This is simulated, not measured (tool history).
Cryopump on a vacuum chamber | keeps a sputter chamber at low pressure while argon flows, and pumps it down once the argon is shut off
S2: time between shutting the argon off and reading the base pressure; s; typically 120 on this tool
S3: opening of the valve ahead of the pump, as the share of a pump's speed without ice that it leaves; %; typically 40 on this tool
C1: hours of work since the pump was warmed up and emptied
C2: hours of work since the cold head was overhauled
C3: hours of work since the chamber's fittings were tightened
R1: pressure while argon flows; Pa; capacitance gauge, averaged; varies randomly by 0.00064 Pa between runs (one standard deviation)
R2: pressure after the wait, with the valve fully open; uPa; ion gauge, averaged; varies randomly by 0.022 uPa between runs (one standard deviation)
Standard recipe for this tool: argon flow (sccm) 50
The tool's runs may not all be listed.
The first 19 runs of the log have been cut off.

{"hour": 722.7, "done": "pump warmed up, emptied and cooled again"}
{"run": 20, "hour": 729.2, "argon flow (sccm)": 32, "S2": 34, "S3": 36, "C1": 4, "C2": 787, "C3": 1041, "R1": 0.0716, "R2": 2.11}
{"run": 21, "hour": 780.4, "argon flow (sccm)": 32, "S2": 34, "S3": 36, "C1": 40, "C2": 823, "C3": 1077, "R1": 0.0733, "R2": 2.18}
{"run": 22, "hour": 824.0, "argon flow (sccm)": 39, "S2": 199, "S3": 28, "C1": 70, "C2": 853, "C3": 1107, "R1": 0.1136, "R2": 0.89}
{"run": 23, "hour": 865.8, "argon flow (sccm)": 63, "S2": 199, "S3": 49, "C1": 99, "C2": 882, "C3": 1136, "R1": 0.1092, "R2": 0.93}
{"run": 24, "hour": 909.8, "argon flow (sccm)": 35, "S2": 74, "S3": 48, "C1": 130, "C2": 913, "C3": 1167, "R1": 0.0629, "R2": 1.44}
{"run": 25, "hour": 966.2, "argon flow (sccm)": 26, "S2": 54, "S3": 25, "C1": 169, "C2": 952, "C3": 1206, "R1": 0.0878, "R2": 1.75}
{"run": 26, "hour": 990.6, "argon flow (sccm)": 98, "S2": 76, "S3": 25, "C1": 186, "C2": 969, "C3": 1223, "R1": 0.3303, "R2": 1.39}
{"run": 27, "hour": 1015.5, "argon flow (sccm)": 65, "S2": 36, "S3": 30, "C1": 203, "C2": 986, "C3": 1240, "R1": 0.1864, "R2": 2.29}
{"run": 28, "hour": 1039.9, "argon flow (sccm)": 50, "S2": 60, "S3": 52, "C1": 220, "C2": 1003, "C3": 1257, "R1": 0.0866, "R2": 1.75}
{"run": 29, "hour": 1096.0, "argon flow (sccm)": 50, "S2": 60, "S3": 52, "C1": 259, "C2": 1042, "C3": 1296, "R1": 0.09, "R2": 1.73}
{"run": 30, "hour": 1151.0, "argon flow (sccm)": 50, "S2": 60, "S3": 52, "C1": 297, "C2": 1080, "C3": 1334, "R1": 0.0909, "R2": 1.8}
{"run": 31, "hour": 1175.7, "argon flow (sccm)": 47, "S2": 154, "S3": 36, "C1": 314, "C2": 1097, "C3": 1351, "R1": 0.1207, "R2": 1.31}
{"run": 32, "hour": 1203.2, "argon flow (sccm)": 47, "S2": 154, "S3": 36, "C1": 334, "C2": 1116, "C3": 1370, "R1": 0.1202, "R2": 1.33}
{"run": 33, "hour": 1237.9, "argon flow (sccm)": 47, "S2": 154, "S3": 36, "C1": 358, "C2": 1140, "C3": 1395, "R1": 0.1227, "R2": 1.36}

3 ways to go on from here, each from the tool as it stands after run 33. What would each give?
{"run": "A", "hour": 1278.6, "argon flow (sccm)": 52, "S2": 120, "S3": 40, "C1": 386, "C2": 1169, "C3": 1423, "R1": "?", "R2": "?"}
{"run": "B", "hour": 1278.6, "argon flow (sccm)": 50, "S2": 120, "S3": 51, "C1": 386, "C2": 1169, "C3": 1423, "R1": "?", "R2": "?"}
{"run": "C", "hour": 1278.6, "argon flow (sccm)": 44, "S2": 154, "S3": 36, "C1": 386, "C2": 1169, "C3": 1423, "R1": "?", "R2": "?"}

run=A R1=0.1263 R2=1.56
run=B R1=0.0998 R2=1.54
run=C R1=0.1175 R2=1.41
Without the tool's unlogged condition, the same runs would have read:
run=A R1=0.1041 R2=0.61
run=B R1=0.0786 R2=0.6
run=C R1=0.0988 R2=0.48
